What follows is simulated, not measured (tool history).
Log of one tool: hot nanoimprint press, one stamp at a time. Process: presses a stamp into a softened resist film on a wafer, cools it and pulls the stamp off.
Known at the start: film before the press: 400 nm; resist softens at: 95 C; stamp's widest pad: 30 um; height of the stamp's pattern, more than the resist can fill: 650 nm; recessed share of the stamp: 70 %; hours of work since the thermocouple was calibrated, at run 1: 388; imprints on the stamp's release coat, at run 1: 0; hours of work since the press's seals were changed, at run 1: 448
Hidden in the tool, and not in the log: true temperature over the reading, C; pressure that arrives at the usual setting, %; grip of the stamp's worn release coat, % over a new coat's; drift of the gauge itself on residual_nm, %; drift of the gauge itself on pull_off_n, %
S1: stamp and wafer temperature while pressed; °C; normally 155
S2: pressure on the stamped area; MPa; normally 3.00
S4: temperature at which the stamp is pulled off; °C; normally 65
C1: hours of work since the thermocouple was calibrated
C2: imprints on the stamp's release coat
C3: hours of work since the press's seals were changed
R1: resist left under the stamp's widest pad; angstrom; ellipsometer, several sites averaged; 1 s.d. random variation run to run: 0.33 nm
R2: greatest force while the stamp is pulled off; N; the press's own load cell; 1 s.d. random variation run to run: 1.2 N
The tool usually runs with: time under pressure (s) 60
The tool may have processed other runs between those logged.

run 1 hour=0.0 | S1=155 S2=3.00 time_under_pressure_(s)=60 S4=65 | C1=388 C2=0 C3=448 | R1=1364 R2=105
run 2 hour=43.3 | S1=155 S2=3.37 time_under_pressure_(s)=60 S4=65 | C1=410 C2=110 C3=470 | R1=1271 R2=107
run 3 hour=67.4 | S1=155 S2=3.37 time_under_pressure_(s)=60 S4=65 | C1=423 C2=171 C3=482 | R1=1260 R2=108
-- hour=75.1 plate thermocouple calibrated
run 4 hour=112.6 | S1=155 S2=3.37 time_under_pressure_(s)=60 S4=65 | C1=19 C2=278 C3=504 | R1=1249 R2=111
run 5 hour=137.9 | S1=155 S2=3.37 time_under_pressure_(s)=60 S4=65 | C1=32 C2=342 C3=517 | R1=1246 R2=110
run 6 hour=169.6 | S1=155 S2=1.94 time_under_pressure_(s)=60 S4=65 | C1=49 C2=422 C3=533 | R1=1689 R2=111
run 7 hour=209.1 | S1=155 S2=1.94 time_under_pressure_(s)=60 S4=65 | C1=69 C2=522 C3=554 | R1=1684 R2=113
run 8 hour=237.7 | S1=155 S2=1.94 time_under_pressure_(s)=60 S4=65 | C1=84 C2=595 C3=568 | R1=1694 R2=114
run 9 hour=275.8 | S1=155 S2=1.94 time_under_pressure_(s)=60 S4=65 | C1=103 C2=691 C3=588 | R1=1686 R2=115
run 10 hour=298.9 | S1=155 S2=1.94 time_under_pressure_(s)=60 S4=65 | C1=115 C2=750 C3=600 | R1=1681 R2=121
run 11 hour=340.2 | S1=154 S2=3.75 time_under_pressure_(s)=60 S4=67 | C1=136 C2=855 C3=621 | R1=1227 R2=120
-- hour=347.8 plate thermocouple calibrated, once more
run 12 hour=368.2 | S1=154 S2=3.75 time_under_pressure_(s)=60 S4=67 | C1=11 C2=918 C3=634 | R1=1336 R2=121
-- hour=378.0 stamp cleaned and given a new release coat
run 13 hour=400.2 | S1=154 S2=3.75 time_under_pressure_(s)=60 S4=67 | C1=24 C2=56 C3=647 | R1=1337 R2=105
run 14 hour=451.3 | S1=159 S2=3.75 time_under_pressure_(s)=60 S4=67 | C1=50 C2=185 C3=673 | R1=1021 R2=107
run 15 hour=480.8 | S1=147 S2=1.94 time_under_pressure_(s)=98 S4=67 | C1=65 C2=260 C3=689 | R1=2351 R2=107
run 16 hour=528.9 | S1=166 S2=4.09 time_under_pressure_(s)=98 S4=67 | C1=90 C2=382 C3=713 | R1=567 R2=109
run 17 hour=569.7 | S1=166 S2=4.09 time_under_pressure_(s)=98 S4=67 | C1=111 C2=485 C3=734 | R1=563 R2=113

4 ways to go on from here, each from the tool as it stands after run 17. What would each give?
run A hour=607.7 | S1=159 S2=4.09 time_under_pressure_(s)=38 S4=67 | C1=131 C2=582 C3=754 | R1=? R2=?
run B hour=607.7 | S1=155 S2=4.77 time_under_pressure_(s)=60 S4=58 | C1=131 C2=582 C3=754 | R1=? R2=?
run C hour=607.7 | S1=159 S2=2.54 time_under_pressure_(s)=60 S4=65 | C1=131 C2=582 C3=754 | R1=? R2=?
run D hour=607.7 | S1=158 S2=4.09 time_under_pressure_(s)=86 S4=68 | C1=131 C2=582 C3=754 | R1=? R2=?

run=A R1=1143 R2=115
run=B R1=1099 R2=123
run=C R1=1261 R2=116
run=D R1=886 R2=110
The same runs, with their run-to-run variation unchanged, on a tool lacking any hidden condition would have given:
run=A R1=1124 R2=105
run=B R1=1075 R2=111
run=C R1=1256 R2=105
run=D R1=871 R2=100
